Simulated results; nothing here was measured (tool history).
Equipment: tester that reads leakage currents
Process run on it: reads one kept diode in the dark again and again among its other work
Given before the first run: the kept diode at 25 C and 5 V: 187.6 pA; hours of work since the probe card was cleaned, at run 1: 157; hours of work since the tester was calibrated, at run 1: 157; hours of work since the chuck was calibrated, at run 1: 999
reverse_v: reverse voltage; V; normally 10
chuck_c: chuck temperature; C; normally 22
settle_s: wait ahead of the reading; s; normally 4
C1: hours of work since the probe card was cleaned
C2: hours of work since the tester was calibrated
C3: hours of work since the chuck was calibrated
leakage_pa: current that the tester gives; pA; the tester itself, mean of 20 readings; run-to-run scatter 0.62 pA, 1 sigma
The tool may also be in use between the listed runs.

Run 1, hour 0: usual settings; C1 157; C2 157; C3 999. Result: leakage_pa 191.49 pA.
At hour 27.6: chuck's temperature calibrated.
Run 2, hour 116.8: usual settings but settle_s 0.52 s; C1 243; C2 243; C3 67. Result: leakage_pa 205.82 pA.
Run 3, hour 256.2: usual settings but settle_s 0.52 s; C1 347; C2 347; C3 171. Result: leakage_pa 203.76 pA.
Run 4, hour 355.5: usual settings but settle_s 0.52 s; C1 421; C2 421; C3 245. Result: leakage_pa 202.81 pA.
Run 5, hour 487.1: usual settings; C1 519; C2 519; C3 344. Result: leakage_pa 199.06 pA.
Run 6, hour 554.6: usual settings but chuck_c 30 C; C1 570; C2 570; C3 394. Result: leakage_pa 358.1 pA.
Run 7, hour 634: usual settings but reverse_v 3 V; C1 629; C2 629; C3 453. Result: leakage_pa 113.73 pA.
Run 8, hour 725.4: usual settings; C1 698; C2 698; C3 522. Result: leakage_pa 197.81 pA.
Run 9, hour 850.5: usual settings but settle_s 5.75 s; C1 791; C2 791; C3 615. Result: leakage_pa 196.38 pA.
Run 10, hour 920.4: usual settings but settle_s 5.75 s; C1 843; C2 843; C3 667. Result: leakage_pa 194.53 pA.
Run 11, hour 1011.7: usual settings but reverse_v 13.6 V; C1 911; C2 911; C3 736. Result: leakage_pa 223.89 pA.
Run 12, hour 1133.4: usual settings; C1 1003; C2 1003; C3 827. Result: leakage_pa 192.95 pA.
Run 13, hour 1249.1: usual settings but chuck_c 54 C; C1 1089; C2 1089; C3 913. Result: leakage_pa 1694.69 pA.
Run 14, hour 1362.6: usual settings but chuck_c 54 C; C1 1174; C2 1174; C3 998. Result: leakage_pa 1688.92 pA.
At hour 1392.7: chuck's temperature calibrated.
Run 15, hour 1461.4: usual settings but chuck_c 54 C; C1 1246; C2 1246; C3 51. Result: leakage_pa 1793.77 pA.
Run 16, hour 1591.5: usual settings but chuck_c 54 C; C1 1343; C2 1343; C3 149. Result: leakage_pa 1780.45 pA.
Run 17, hour 1689.3: usual settings; C1 1417; C2 1417; C3 222. Result: leakage_pa 202.21 pA.
Run 18, hour 1801.3: usual settings but settle_s 0.53 s; C1 1500; C2 1500; C3 305. Result: leakage_pa 203.03 pA.
At hour 1816.5: probe card cleaned and baked.
Run 19, hour 1908.1: usual settings but reverse_v 2.1 V, chuck_c 20 C, settle_s 2.35 s; C1 68; C2 1578; C3 383. Result: leakage_pa 82.64 pA.
Run 20, hour 1986.3: usual settings but reverse_v 2.1 V, chuck_c 20 C, settle_s 2.35 s; C1 127; C2 1636; C3 442. Result: leakage_pa 82 pA.
Run 21, hour 2121.9: usual settings but reverse_v 3.2 V, chuck_c 55 C, settle_s 0.53 s; C1 228; C2 1738; C3 543. Result: leakage_pa 1086.09 pA.
Run 22, hour 2224.6: usual settings but reverse_v 1.7 V, chuck_c 32 C; C1 305; C2 1814; C3 620. Result: leakage_pa 177.03 pA.
Run 23, hour 2344.3: usual settings but chuck_c 24 C, settle_s 2 s; C1 395; C2 1904; C3 709. Result: leakage_pa 223.99 pA.
Run 24, hour 2457.8: usual settings but reverse_v 2.1 V, chuck_c 37 C, settle_s 0.47 s; C1 479; C2 1989; C3 794. Result: leakage_pa 274.7 pA.
Run 25, hour 2588.6: usual settings but reverse_v 2.1 V, chuck_c 37 C, settle_s 0.47 s; C1 577; C2 2087; C3 892. Result: leakage_pa 273.13 pA.
Run 26, hour 2730.3: usual settings but chuck_c 37 C, settle_s 1.44 s; C1 683; C2 2192; C3 998. Result: leakage_pa 550.7 pA.
At hour 2756.1: chuck's temperature calibrated.
Run 27, hour 2858.3: usual settings but reverse_v 1.2 V, settle_s 4.94 s; C1 777; C2 2287; C3 76. Result: leakage_pa 76.35 pA.
Run 28, hour 2961.6: usual settings but reverse_v 1.2 V, settle_s 4.94 s; C1 854; C2 2364; C3 154. Result: leakage_pa 75.49 pA.
Run 29, hour 3025.7: usual settings but reverse_v 1.2 V, settle_s 4.94 s; C1 902; C2 2412; C3 201. Result: leakage_pa 75.37 pA.
Run 30, hour 3098.8: usual settings but reverse_v 1.2 V, chuck_c 28 C, settle_s 3.35 s; C1 957; C2 2466; C3 256. Result: leakage_pa 116.61 pA.
Run 31, hour 3221.7: usual settings but settle_s 5.66 s; C1 1049; C2 2558; C3 348. Result: leakage_pa 197.88 pA.
Run 32, hour 3348.9: usual settings but reverse_v 3.7 V, chuck_c 26 C, settle_s 1.97 s; C1 1144; C2 2653; C3 443. Result: leakage_pa 167.16 pA.
Run 33, hour 3437.4: usual settings but reverse_v 5.4 V, settle_s 2.02 s; C1 1210; C2 2720; C3 509. Result: leakage_pa 147.42 pA.
Run 34, hour 3559.5: usual settings but chuck_c 56 C, settle_s 0.38 s; C1 1301; C2 2811; C3 601. Result: leakage_pa 1941.15 pA.
Run 35, hour 3653.6: usual settings but reverse_v 6.7 V, chuck_c 51 C, settle_s 2.85 s; C1 1372; C2 2881; C3 671. Result: leakage_pa 1174.8 pA.
Run 36, hour 3739.9: usual settings but reverse_v 6.7 V, chuck_c 51 C, settle_s 2.85 s; C1 1436; C2 2946; C3 735. Result: leakage_pa 1171.66 pA.

Below are 5 alternative next runs, each starting from the tool's condition after run 36. Predict each:
At hour 3836.5: probe card cleaned and baked.
Run A, hour 3866: usual settings but reverse_v 7.4 V, chuck_c 25 C, settle_s 3.02 s; C1 22; C2 3038; C3 827. Result: leakage_pa ?.
At hour 3836.5: probe card cleaned and baked.
Run B, hour 3866: usual settings but reverse_v 16.9 V, chuck_c 39 C, settle_s 0.47 s; C1 22; C2 3038; C3 827. Result: leakage_pa ?.
At hour 3836.5: probe card cleaned and baked.
Run C, hour 3866: usual settings but reverse_v 4.2 V, chuck_c 54 C, settle_s 1.45 s; C1 22; C2 3038; C3 827. Result: leakage_pa ?.
At hour 3836.5: probe card cleaned and baked.
Run D, hour 3866: usual settings but reverse_v 5.7 V, chuck_c 51 C, settle_s 0.41 s; C1 22; C2 3038; C3 827. Result: leakage_pa ?.
At hour 3836.5: probe card cleaned and baked.
Run E, hour 3866: usual settings but reverse_v 5.7 V, settle_s 0.52 s; C1 22; C2 3038; C3 827. Result: leakage_pa ?.

run  leakage_pa
  A      206.74
  B      813.58
  C      1129.2
  D     1079.73
  E      147.24
With no hidden state in the tool, these same runs would have given:
run  leakage_pa
  A      225.57
  B      882.77
  C     1219.22
  D     1166.91
  E      160.82
